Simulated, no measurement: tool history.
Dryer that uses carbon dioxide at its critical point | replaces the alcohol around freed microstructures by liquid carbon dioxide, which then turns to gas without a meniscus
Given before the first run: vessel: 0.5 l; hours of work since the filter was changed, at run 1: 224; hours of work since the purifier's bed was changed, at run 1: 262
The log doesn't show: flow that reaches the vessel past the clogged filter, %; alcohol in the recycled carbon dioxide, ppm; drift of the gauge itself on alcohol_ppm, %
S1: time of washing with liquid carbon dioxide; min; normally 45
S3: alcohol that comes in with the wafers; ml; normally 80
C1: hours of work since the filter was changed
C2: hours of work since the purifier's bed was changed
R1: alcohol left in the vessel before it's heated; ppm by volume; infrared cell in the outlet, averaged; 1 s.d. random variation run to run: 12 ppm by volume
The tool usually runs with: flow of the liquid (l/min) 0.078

{"run": 1, "hour": 0.0, "S1": 45, "flow of the liquid (l/min)": 0.078, "S3": 80, "C1": 224, "C2": 262, "R1": 1107}
{"run": 2, "hour": 24.4, "S1": 45, "flow of the liquid (l/min)": 0.078, "S3": 103, "C1": 235, "C2": 273, "R1": 1455}
{"run": 3, "hour": 46.2, "S1": 45, "flow of the liquid (l/min)": 0.078, "S3": 103, "C1": 245, "C2": 283, "R1": 1507}
{"run": 4, "hour": 87.6, "S1": 45, "flow of the liquid (l/min)": 0.0806, "S3": 103, "C1": 263, "C2": 301, "R1": 1288}
{"run": 5, "hour": 113.4, "S1": 45, "flow of the liquid (l/min)": 0.0747, "S3": 103, "C1": 275, "C2": 313, "R1": 1903}
{"run": 6, "hour": 144.1, "S1": 45, "flow of the liquid (l/min)": 0.0747, "S3": 24, "C1": 288, "C2": 327, "R1": 479}
{"run": 7, "hour": 179.8, "S1": 45, "flow of the liquid (l/min)": 0.1081, "S3": 80, "C1": 304, "C2": 342, "R1": 216}
{"run": 8, "hour": 217.5, "S1": 45, "flow of the liquid (l/min)": 0.1081, "S3": 79, "C1": 321, "C2": 359, "R1": 223}
{"run": 9, "hour": 261.1, "S1": 36, "flow of the liquid (l/min)": 0.078, "S3": 80, "C1": 340, "C2": 379, "R1": 3480}
{"run": 10, "hour": 304.9, "S1": 36, "flow of the liquid (l/min)": 0.078, "S3": 80, "C1": 360, "C2": 398, "R1": 3531}
{"run": 11, "hour": 324.9, "S1": 45, "flow of the liquid (l/min)": 0.1254, "S3": 80, "C1": 369, "C2": 407, "R1": 130}
{"run": 12, "hour": 347.2, "S1": 45, "flow of the liquid (l/min)": 0.1254, "S3": 80, "C1": 379, "C2": 417, "R1": 125}
{"run": 13, "hour": 392.1, "S1": 45, "flow of the liquid (l/min)": 0.1254, "S3": 80, "C1": 399, "C2": 437, "R1": 136}
{"run": 14, "hour": 413.9, "S1": 43, "flow of the liquid (l/min)": 0.1183, "S3": 80, "C1": 409, "C2": 447, "R1": 215}
{"run": 15, "hour": 461.4, "S1": 43, "flow of the liquid (l/min)": 0.1183, "S3": 80, "C1": 430, "C2": 468, "R1": 228}
{"run": 16, "hour": 493.2, "S1": 33, "flow of the liquid (l/min)": 0.0655, "S3": 73, "C1": 444, "C2": 482, "R1": 8826}
{"run": 17, "hour": 523.7, "S1": 63, "flow of the liquid (l/min)": 0.078, "S3": 80, "C1": 457, "C2": 496, "R1": 322}
{"hour": 536.2, "done": "inlet filter changed"}
{"run": 18, "hour": 546.3, "S1": 63, "flow of the liquid (l/min)": 0.078, "S3": 80, "C1": 4, "C2": 505, "R1": 163}
{"run": 19, "hour": 586.3, "S1": 33, "flow of the liquid (l/min)": 0.1095, "S3": 86, "C1": 22, "C2": 523, "R1": 732}
{"run": 20, "hour": 632.9, "S1": 45, "flow of the liquid (l/min)": 0.0784, "S3": 80, "C1": 43, "C2": 544, "R1": 896}

Expected results for the next run?
{"run": 21, "hour": 652.4, "S1": 45, "flow of the liquid (l/min)": 0.0784, "S3": 80, "C1": 52, "C2": 553, "R1": "?"}

{"run 21": {"R1": 885}}
On a tool with no hidden condition, and with the same random variation, this run would have come out at R1 729 ppm by volume.
